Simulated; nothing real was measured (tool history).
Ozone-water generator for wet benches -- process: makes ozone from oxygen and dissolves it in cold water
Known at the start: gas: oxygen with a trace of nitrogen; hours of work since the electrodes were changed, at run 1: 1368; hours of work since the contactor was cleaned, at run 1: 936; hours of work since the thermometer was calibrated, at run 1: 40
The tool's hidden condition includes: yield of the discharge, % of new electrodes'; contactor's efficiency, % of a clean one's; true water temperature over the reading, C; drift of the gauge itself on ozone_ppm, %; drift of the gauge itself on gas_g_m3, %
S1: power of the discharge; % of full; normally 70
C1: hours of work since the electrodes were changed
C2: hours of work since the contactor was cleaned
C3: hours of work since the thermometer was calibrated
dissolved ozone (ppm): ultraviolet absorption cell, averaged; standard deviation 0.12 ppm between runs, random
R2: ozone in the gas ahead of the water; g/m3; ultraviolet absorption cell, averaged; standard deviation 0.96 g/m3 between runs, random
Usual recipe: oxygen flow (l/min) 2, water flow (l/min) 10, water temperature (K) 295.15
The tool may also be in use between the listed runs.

{"run": 1, "hour": 0.0, "S1": 70, "oxygen flow (l/min)": 2, "water flow (l/min)": 10, "water temperature (K)": 295.15, "C1": 1368, "C2": 936, "C3": 40, "dissolved ozone (ppm)": 11.2, "R2": 165.4}
{"run": 2, "hour": 53.4, "S1": 70, "oxygen flow (l/min)": 1.77, "water flow (l/min)": 10, "water temperature (K)": 295.15, "C1": 1419, "C2": 987, "C3": 91, "dissolved ozone (ppm)": 10.7, "R2": 172}
{"run": 3, "hour": 96.2, "S1": 70, "oxygen flow (l/min)": 1.77, "water flow (l/min)": 10, "water temperature (K)": 295.15, "C1": 1459, "C2": 1027, "C3": 132, "dissolved ozone (ppm)": 10.6, "R2": 172.8}
{"run": 4, "hour": 128.9, "S1": 70, "oxygen flow (l/min)": 2, "water flow (l/min)": 12, "water temperature (K)": 295.15, "C1": 1491, "C2": 1059, "C3": 163, "dissolved ozone (ppm)": 9.2, "R2": 163.9}
{"run": 5, "hour": 171.6, "S1": 70, "oxygen flow (l/min)": 2, "water flow (l/min)": 10, "water temperature (K)": 295.15, "C1": 1531, "C2": 1099, "C3": 204, "dissolved ozone (ppm)": 10.9, "R2": 163.4}
{"run": 6, "hour": 217.5, "S1": 70, "oxygen flow (l/min)": 2, "water flow (l/min)": 10, "water temperature (K)": 295.15, "C1": 1575, "C2": 1143, "C3": 248, "dissolved ozone (ppm)": 11.1, "R2": 164}
{"run": 7, "hour": 249.4, "S1": 70, "oxygen flow (l/min)": 2, "water flow (l/min)": 10, "water temperature (K)": 295.15, "C1": 1606, "C2": 1174, "C3": 278, "dissolved ozone (ppm)": 11, "R2": 165.1}
{"run": 8, "hour": 280.5, "S1": 70, "oxygen flow (l/min)": 2, "water flow (l/min)": 10, "water temperature (K)": 295.15, "C1": 1635, "C2": 1203, "C3": 308, "dissolved ozone (ppm)": 11, "R2": 164.7}
{"run": 9, "hour": 332.3, "S1": 70, "oxygen flow (l/min)": 2, "water flow (l/min)": 10, "water temperature (K)": 295.15, "C1": 1685, "C2": 1253, "C3": 357, "dissolved ozone (ppm)": 11, "R2": 163.9}
{"run": 10, "hour": 365.5, "S1": 70, "oxygen flow (l/min)": 2, "water flow (l/min)": 10, "water temperature (K)": 295.15, "C1": 1716, "C2": 1284, "C3": 389, "dissolved ozone (ppm)": 10.8, "R2": 167.9}
{"run": 11, "hour": 416.0, "S1": 70, "oxygen flow (l/min)": 1.97, "water flow (l/min)": 10, "water temperature (K)": 295.15, "C1": 1765, "C2": 1333, "C3": 437, "dissolved ozone (ppm)": 10.9, "R2": 165.2}
{"run": 12, "hour": 454.6, "S1": 70, "oxygen flow (l/min)": 2, "water flow (l/min)": 10, "water temperature (K)": 295.15, "C1": 1801, "C2": 1369, "C3": 474, "dissolved ozone (ppm)": 11, "R2": 165.4}
{"run": 13, "hour": 507.7, "S1": 70, "oxygen flow (l/min)": 2, "water flow (l/min)": 10, "water temperature (K)": 295.15, "C1": 1852, "C2": 1420, "C3": 525, "dissolved ozone (ppm)": 11, "R2": 166.6}
{"run": 14, "hour": 535.5, "S1": 70, "oxygen flow (l/min)": 2, "water flow (l/min)": 10, "water temperature (K)": 295.15, "C1": 1879, "C2": 1447, "C3": 551, "dissolved ozone (ppm)": 11, "R2": 165.7}
{"run": 15, "hour": 563.1, "S1": 70, "oxygen flow (l/min)": 2, "water flow (l/min)": 10, "water temperature (K)": 295.15, "C1": 1905, "C2": 1473, "C3": 578, "dissolved ozone (ppm)": 10.8, "R2": 166.3}
{"run": 16, "hour": 612.0, "S1": 70, "oxygen flow (l/min)": 2, "water flow (l/min)": 10, "water temperature (K)": 295.15, "C1": 1952, "C2": 1520, "C3": 624, "dissolved ozone (ppm)": 11.2, "R2": 166.2}
{"run": 17, "hour": 654.3, "S1": 70, "oxygen flow (l/min)": 1.11, "water flow (l/min)": 10, "water temperature (K)": 288.15, "C1": 1992, "C2": 1560, "C3": 665, "dissolved ozone (ppm)": 9.8, "R2": 207.1}
{"run": 18, "hour": 693.1, "S1": 62, "oxygen flow (l/min)": 1.11, "water flow (l/min)": 13, "water temperature (K)": 298.15, "C1": 2029, "C2": 1597, "C3": 702, "dissolved ozone (ppm)": 6.3, "R2": 192.3}
{"run": 19, "hour": 740.1, "S1": 62, "oxygen flow (l/min)": 2.96, "water flow (l/min)": 6, "water temperature (K)": 296.15, "C1": 2074, "C2": 1642, "C3": 746, "dissolved ozone (ppm)": 16.2, "R2": 133.8}
{"run": 20, "hour": 774.5, "S1": 84, "oxygen flow (l/min)": 3.47, "water flow (l/min)": 16, "water temperature (K)": 289.15, "C1": 2107, "C2": 1675, "C3": 779, "dissolved ozone (ppm)": 9.2, "R2": 152.2}
{"run": 21, "hour": 817.4, "S1": 70, "oxygen flow (l/min)": 2, "water flow (l/min)": 10, "water temperature (K)": 289.15, "C1": 2147, "C2": 1715, "C3": 820, "dissolved ozone (ppm)": 11.8, "R2": 167.1}
{"run": 22, "hour": 872.0, "S1": 62, "oxygen flow (l/min)": 2, "water flow (l/min)": 7, "water temperature (K)": 289.15, "C1": 2200, "C2": 1768, "C3": 872, "dissolved ozone (ppm)": 15.6, "R2": 155.9}
{"run": 23, "hour": 907.6, "S1": 62, "oxygen flow (l/min)": 2, "water flow (l/min)": 7, "water temperature (K)": 289.15, "C1": 2234, "C2": 1802, "C3": 906, "dissolved ozone (ppm)": 15.6, "R2": 156.1}
{"run": 24, "hour": 941.1, "S1": 85, "oxygen flow (l/min)": 1.64, "water flow (l/min)": 10, "water temperature (K)": 295.15, "C1": 2265, "C2": 1833, "C3": 938, "dissolved ozone (ppm)": 12, "R2": 203.3}
{"run": 25, "hour": 968.3, "S1": 46, "oxygen flow (l/min)": 3.4, "water flow (l/min)": 10, "water temperature (K)": 292.15, "C1": 2292, "C2": 1859, "C3": 964, "dissolved ozone (ppm)": 9.8, "R2": 105.8}
{"run": 26, "hour": 1014.4, "S1": 46, "oxygen flow (l/min)": 3.4, "water flow (l/min)": 10, "water temperature (K)": 292.15, "C1": 2335, "C2": 1903, "C3": 1008, "dissolved ozone (ppm)": 9.7, "R2": 107.1}
{"run": 27, "hour": 1037.9, "S1": 46, "oxygen flow (l/min)": 3.4, "water flow (l/min)": 10, "water temperature (K)": 292.15, "C1": 2358, "C2": 1926, "C3": 1031, "dissolved ozone (ppm)": 9.8, "R2": 107.1}
{"run": 28, "hour": 1083.5, "S1": 72, "oxygen flow (l/min)": 1.32, "water flow (l/min)": 11, "water temperature (K)": 297.15, "C1": 2401, "C2": 1969, "C3": 1074, "dissolved ozone (ppm)": 8.7, "R2": 198.8}
{"run": 29, "hour": 1139.5, "S1": 93, "oxygen flow (l/min)": 2.07, "water flow (l/min)": 11, "water temperature (K)": 292.15, "C1": 2455, "C2": 2023, "C3": 1127, "dissolved ozone (ppm)": 12.3, "R2": 195.6}
{"run": 30, "hour": 1166.2, "S1": 93, "oxygen flow (l/min)": 2.07, "water flow (l/min)": 11, "water temperature (K)": 292.15, "C1": 2480, "C2": 2048, "C3": 1153, "dissolved ozone (ppm)": 12.3, "R2": 197.3}
{"run": 31, "hour": 1219.6, "S1": 81, "oxygen flow (l/min)": 2.07, "water flow (l/min)": 11, "water temperature (K)": 292.15, "C1": 2531, "C2": 2099, "C3": 1204, "dissolved ozone (ppm)": 11.5, "R2": 181}
{"run": 32, "hour": 1250.0, "S1": 76, "oxygen flow (l/min)": 1.04, "water flow (l/min)": 10, "water temperature (K)": 299.15, "C1": 2560, "C2": 2128, "C3": 1233, "dissolved ozone (ppm)": 9.1, "R2": 224.6}

Predict each of these 5 candidate next runs independently; none follows another, all start after run 32:
{"run": "A", "hour": 1289.3, "S1": 76, "oxygen flow (l/min)": 3.42, "water flow (l/min)": 7, "water temperature (K)": 290.15, "C1": 2598, "C2": 2166, "C3": 1270, "dissolved ozone (ppm)": "?", "R2": "?"}
{"run": "B", "hour": 1289.3, "S1": 91, "oxygen flow (l/min)": 1.04, "water flow (l/min)": 10, "water temperature (K)": 299.15, "C1": 2598, "C2": 2166, "C3": 1270, "dissolved ozone (ppm)": "?", "R2": "?"}
{"run": "C", "hour": 1289.3, "S1": 94, "oxygen flow (l/min)": 2, "water flow (l/min)": 10, "water temperature (K)": 288.15, "C1": 2598, "C2": 2166, "C3": 1270, "dissolved ozone (ppm)": "?", "R2": "?"}
{"run": "D", "hour": 1289.3, "S1": 76, "oxygen flow (l/min)": 1.04, "water flow (l/min)": 10, "water temperature (K)": 290.15, "C1": 2598, "C2": 2166, "C3": 1270, "dissolved ozone (ppm)": "?", "R2": "?"}
{"run": "E", "hour": 1289.3, "S1": 51, "oxygen flow (l/min)": 2, "water flow (l/min)": 10, "water temperature (K)": 291.15, "C1": 2598, "C2": 2166, "C3": 1270, "dissolved ozone (ppm)": "?", "R2": "?"}

run=A dissolved_ozone_(ppm)=18.4 R2=145.3
run=B dissolved_ozone_(ppm)=10.4 R2=248.9
run=C dissolved_ozone_(ppm)=14.4 R2=202.2
run=D dissolved_ozone_(ppm)=9.9 R2=226
run=E dissolved_ozone_(ppm)=9.6 R2=140.3
Had the tool no hidden state, the same runs would have come out as:
run=A dissolved_ozone_(ppm)=18.4 R2=141.9
run=B dissolved_ozone_(ppm)=10.4 R2=243.1
run=C dissolved_ozone_(ppm)=14.4 R2=197.5
run=D dissolved_ozone_(ppm)=9.9 R2=220.7
run=E dissolved_ozone_(ppm)=9.6 R2=137
